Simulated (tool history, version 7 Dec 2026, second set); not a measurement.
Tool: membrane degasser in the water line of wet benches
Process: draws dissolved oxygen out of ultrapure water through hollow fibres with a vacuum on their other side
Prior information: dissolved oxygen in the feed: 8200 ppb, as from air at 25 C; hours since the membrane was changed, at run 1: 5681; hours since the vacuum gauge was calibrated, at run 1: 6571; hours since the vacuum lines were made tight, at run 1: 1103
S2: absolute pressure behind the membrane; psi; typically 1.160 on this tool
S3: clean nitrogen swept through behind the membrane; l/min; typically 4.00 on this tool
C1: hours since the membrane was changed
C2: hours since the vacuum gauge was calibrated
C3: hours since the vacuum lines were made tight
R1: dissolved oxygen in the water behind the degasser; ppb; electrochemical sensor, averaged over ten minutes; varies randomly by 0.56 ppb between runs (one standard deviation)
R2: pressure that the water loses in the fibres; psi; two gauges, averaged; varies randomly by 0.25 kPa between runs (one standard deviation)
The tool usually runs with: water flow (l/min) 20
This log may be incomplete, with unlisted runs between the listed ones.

{"run": 1, "hour": 0.0, "water flow (l/min)": 20, "S2": 1.16, "S3": 4.0, "C1": 5681, "C2": 6571, "C3": 1103, "R1": 61.9, "R2": 9.512}
{"run": 2, "hour": 81.1, "water flow (l/min)": 20, "S2": 1.16, "S3": 3.71, "C1": 5762, "C2": 6652, "C3": 1185, "R1": 65.0, "R2": 9.532}
{"run": 3, "hour": 221.0, "water flow (l/min)": 20, "S2": 1.16, "S3": 4.0, "C1": 5902, "C2": 6792, "C3": 1324, "R1": 61.4, "R2": 9.494}
{"run": 4, "hour": 320.0, "water flow (l/min)": 20, "S2": 1.16, "S3": 4.0, "C1": 6001, "C2": 6891, "C3": 1423, "R1": 62.1, "R2": 9.578}
{"run": 5, "hour": 388.7, "water flow (l/min)": 20, "S2": 1.16, "S3": 4.0, "C1": 6070, "C2": 6959, "C3": 1492, "R1": 60.9, "R2": 9.477}
{"run": 6, "hour": 502.1, "water flow (l/min)": 20, "S2": 1.16, "S3": 4.0, "C1": 6183, "C2": 7073, "C3": 1606, "R1": 61.1, "R2": 9.567}
{"run": 7, "hour": 634.5, "water flow (l/min)": 20, "S2": 1.16, "S3": 4.0, "C1": 6316, "C2": 7205, "C3": 1738, "R1": 61.5, "R2": 9.588}
{"run": 8, "hour": 704.6, "water flow (l/min)": 20, "S2": 1.16, "S3": 4.0, "C1": 6386, "C2": 7275, "C3": 1808, "R1": 61.3, "R2": 9.558}
{"run": 9, "hour": 827.7, "water flow (l/min)": 20, "S2": 1.16, "S3": 4.0, "C1": 6509, "C2": 7398, "C3": 1931, "R1": 60.7, "R2": 9.6}
{"run": 10, "hour": 959.3, "water flow (l/min)": 20, "S2": 1.16, "S3": 4.0, "C1": 6641, "C2": 7530, "C3": 2063, "R1": 61.3, "R2": 9.581}
{"run": 11, "hour": 1074.6, "water flow (l/min)": 20, "S2": 1.16, "S3": 4.0, "C1": 6756, "C2": 7645, "C3": 2178, "R1": 61.2, "R2": 9.554}
{"run": 12, "hour": 1176.2, "water flow (l/min)": 24, "S2": 1.16, "S3": 1.84, "C1": 6857, "C2": 7747, "C3": 2280, "R1": 151.6, "R2": 11.48}
{"run": 13, "hour": 1266.3, "water flow (l/min)": 24, "S2": 1.16, "S3": 1.84, "C1": 6947, "C2": 7837, "C3": 2370, "R1": 152.2, "R2": 11.552}
{"run": 14, "hour": 1380.8, "water flow (l/min)": 25, "S2": 0.859, "S3": 4.91, "C1": 7062, "C2": 7952, "C3": 2484, "R1": 43.7, "R2": 11.98}
{"run": 15, "hour": 1448.2, "water flow (l/min)": 25, "S2": 0.859, "S3": 4.91, "C1": 7129, "C2": 8019, "C3": 2552, "R1": 43.0, "R2": 11.979}
{"run": 16, "hour": 1582.1, "water flow (l/min)": 25, "S2": 0.859, "S3": 4.91, "C1": 7263, "C2": 8153, "C3": 2686, "R1": 42.7, "R2": 12.105}

Table of differences, measured result less the result of that run with no hidden state. Run-to-run variation is the same in both. Gauge scatter possibly is not:
Hidden state present: membrane still open, %; true pressure behind the membrane over the reading, kPa; air that leaks in behind the membrane, l/min; drift of the gauge itself on oxygen_ppb, %; drift of the gauge itself on loss_of_pressure_kpa, %.
run=1 R2=+0.006
run=2 R2=+0.010
run=3 R2=+0.020
run=4 R2=+0.026
run=5 R2=+0.032
run=6 R2=+0.039
run=7 R2=+0.048
run=8 R2=+0.054
run=9 R2=+0.061
run=10 R2=+0.070
run=11 R2=+0.077
run=12 R2=+0.102
run=13 R2=+0.110
run=14 R2=+0.125
run=15 R2=+0.129
run=16 R2=+0.141
R1: within 0.3 ppb of the measured result in every run.

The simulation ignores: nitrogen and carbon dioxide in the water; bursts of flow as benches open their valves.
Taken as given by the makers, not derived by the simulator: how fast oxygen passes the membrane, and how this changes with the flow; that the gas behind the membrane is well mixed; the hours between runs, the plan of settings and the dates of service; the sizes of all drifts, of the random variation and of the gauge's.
